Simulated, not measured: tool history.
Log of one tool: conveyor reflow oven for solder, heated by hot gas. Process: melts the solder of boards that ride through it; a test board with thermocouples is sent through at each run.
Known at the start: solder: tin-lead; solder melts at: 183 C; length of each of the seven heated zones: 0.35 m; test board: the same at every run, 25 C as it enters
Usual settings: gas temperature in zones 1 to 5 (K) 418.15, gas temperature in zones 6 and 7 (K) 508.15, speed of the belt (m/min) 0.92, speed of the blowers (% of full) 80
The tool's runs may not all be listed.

run	hour	gas temperature in zones 1 to 5 (K)	gas temperature in zones 6 and 7 (K)	speed of the belt (m/min)	speed of the blowers (% of full)	highest temperature of the board (K)	time above the solder's melting point (s)
1	0	418.15	508.15	0.92	80	495.55	38.2
2	53.1	423.15	508.15	0.92	80	496.25	39.3
3	89.1	418.15	508.15	0.92	64	492.95	37
4	144.6	418.15	508.15	0.754	80	500.05	49.1
5	209.9	418.15	508.15	0.754	80	500.35	49.1
6	272.2	418.15	508.15	0.754	80	499.95	49.3
7	303.7	418.15	508.15	0.92	80	495.35	38.1
# hour 312.3: flux residue cleaned out of gas plates and filters
8	376.6	418.15	508.15	0.92	80	495.35	38.1
9	433	418.15	508.15	0.92	80	495.25	38.2
# hour 463.4: belt drive overhauled, speed set with a stopwatch
10	500.2	418.15	508.15	0.92	80	495.25	37.9
11	566.3	418.15	508.15	0.92	80	495.25	38.1
12	608.5	418.15	508.15	0.92	56	490.85	35.9
13	641.5	418.15	508.15	0.92	56	490.85	35.8
14	702.9	418.15	508.15	0.92	80	495.45	38
# hour 732.5: flux residue cleaned out of gas plates and filters
15	775.5	418.15	508.15	0.92	80	495.25	38.3
16	814.3	418.15	508.15	0.92	80	495.15	38
17	871.4	425.15	508.15	1.073	79	492.05	32.6
18	906.6	425.15	508.15	1.073	79	492.05	32.8
19	938.8	419.15	497.15	0.92	80	485.95	34.2
20	1001.3	428.15	512.15	0.906	54	496.15	41.2
21	1066.2	428.15	512.15	0.906	54	496.55	41.4
22	1120.1	428.15	512.15	0.906	54	496.65	41.3
# hour 1151.9: flux residue cleaned out of gas plates and filters
23	1163.3	428.15	512.15	0.906	54	496.25	41.2
24	1218.2	428.15	499.15	0.817	54	487.65	42.3
25	1283.8	428.15	499.15	0.817	54	487.75	42.4
26	1328.6	419.15	497.15	1.028	54	478.15	25.3
27	1362.4	407.15	499.15	0.92	80	485.65	31.7
28	1414.6	425.15	499.15	1.018	53	481.15	28.8
29	1475.9	425.15	499.15	1.018	53	481.05	28.8

5 ways to go on from here, each from the tool as it stands after run 29. What would each give?
A	1541.8	406.15	521.15	0.92	80	?	?
B	1541.8	418.15	513.15	0.92	80	?	?
C	1541.8	425.15	504.15	0.991	83	?	?
D	1541.8	418.15	517.15	0.96	87	?	?
E	1541.8	413.15	508.15	1.089	80	?	?

run	highest temperature of the board (K)	time above the solder's melting point (s)
A	505.45	39.1
B	499.55	39.7
C	491.35	35.6
D	503.15	38.8
E	489.35	28.6
Without the tool's hidden state the same runs would have given:
run	highest temperature of the board (K)	time above the solder's melting point (s)
A	505.35	39.1
B	499.45	39.6
C	491.35	35.5
D	503.05	38.8
E	489.25	28.6

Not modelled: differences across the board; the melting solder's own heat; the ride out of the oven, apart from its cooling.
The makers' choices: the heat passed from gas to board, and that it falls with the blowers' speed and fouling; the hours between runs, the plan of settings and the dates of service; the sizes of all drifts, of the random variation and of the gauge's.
